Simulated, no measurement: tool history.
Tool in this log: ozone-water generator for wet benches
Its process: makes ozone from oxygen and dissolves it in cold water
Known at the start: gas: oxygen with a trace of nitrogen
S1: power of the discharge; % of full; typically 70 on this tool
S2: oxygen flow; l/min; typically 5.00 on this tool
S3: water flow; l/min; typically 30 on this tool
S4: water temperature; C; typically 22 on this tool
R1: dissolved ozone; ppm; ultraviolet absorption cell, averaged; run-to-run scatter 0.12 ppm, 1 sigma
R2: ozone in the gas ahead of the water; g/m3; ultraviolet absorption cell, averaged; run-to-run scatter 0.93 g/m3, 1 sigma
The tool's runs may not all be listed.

run   hour  S1    S2  S3  S4    R1     R2
  1    0.0  70  5.00  30  22   9.8  154.0
  2   30.0  70  5.00  30  22   9.8  154.0
  3   71.9  70  5.00  30  22   9.9  154.1
  4  101.1  70  7.97  30  22  10.3  127.9
  5  133.0  70  7.97  30  30   9.3  127.0
  6  155.3  70  7.97  30  30   9.1  128.1
  7  179.7  55  5.00  30  22   8.6  135.4
  8  220.4  70  5.00  30  22   9.9  153.3
  9  252.4  70  5.00  43  22   6.6  153.7
 10  278.3  84  5.00  30  22  10.8  169.7
 11  313.4  84  5.00  30  22  10.9  169.1
 12  343.6  70  5.00  30  22   9.7  153.5
 13  373.1  70  5.00  30  22   9.8  153.6
 14  411.7  70  5.00  30  22   9.8  154.4
 15  454.3  70  5.00  30  22   9.8  153.9
 16  481.1  70  6.87  30  19  10.8  135.0
 17  513.5  46  4.32  23  28   8.8  132.0
 18  536.0  46  4.32  23  28   8.9  131.3
 19  582.2  70  5.61  30  22   9.9  147.0
 20  610.7  98  4.42  40  22   8.2  194.7
 21  656.2  93  5.00  33  22  10.2  179.9
 22  689.8  93  5.00  33  22  10.1  179.1
 23  721.3  93  4.50  33  22   9.7  188.8
 24  761.5  93  4.05  33  18   9.7  194.4
 25  792.1  54  7.07  40  14   7.0  116.7
 26  840.7  54  7.07  40  14   7.1  117.7
 27  868.8  70  5.00  30  15  10.2  154.3
 28  912.5  45  5.00  42  22   5.2  120.8
 29  936.5  84  5.00  22  22  14.0  168.4
 30  978.8  84  5.00  22  22  15.0  168.1

Not shown: 3 entries that the log had between the listed runs. Between which runs, and how does the tool's hidden state differ before and after?
In the gap between runs 21 and 22: contactor cleaned (hour 662.7)
  contactor's efficiency, % of a clean one's: 93.8 -> 89.7
  what was measured, less what the result would be without the hidden state, R1: -0.6 -> -0.9 ppm; R2: -3.2 -> -3.2 g/m3
In the gap between runs 25 and 26: water thermometer calibrated (hour 822.2)
  yield of the discharge, % of new electrodes': 98.4 -> 98.3; contactor's efficiency, % of a clean one's: 89.6 -> 89.5; true water temperature over the reading, C: 0.21 -> 0.1
  what was measured, less what the result would be without the hidden state, R1: -0.7 -> -0.6 ppm; R2: -1.7 -> -1.7 g/m3
In the gap between runs 29 and 30: contactor cleaned, once more (hour 958.1)
  yield of the discharge, % of new electrodes': 98.3 -> 98.2; contactor's efficiency, % of a clean one's: 89.4 -> 99.6
  what was measured, less what the result would be without the hidden state, R1: -1.1 -> -0.3 ppm; R2: -3.2 -> -3.3 g/m3
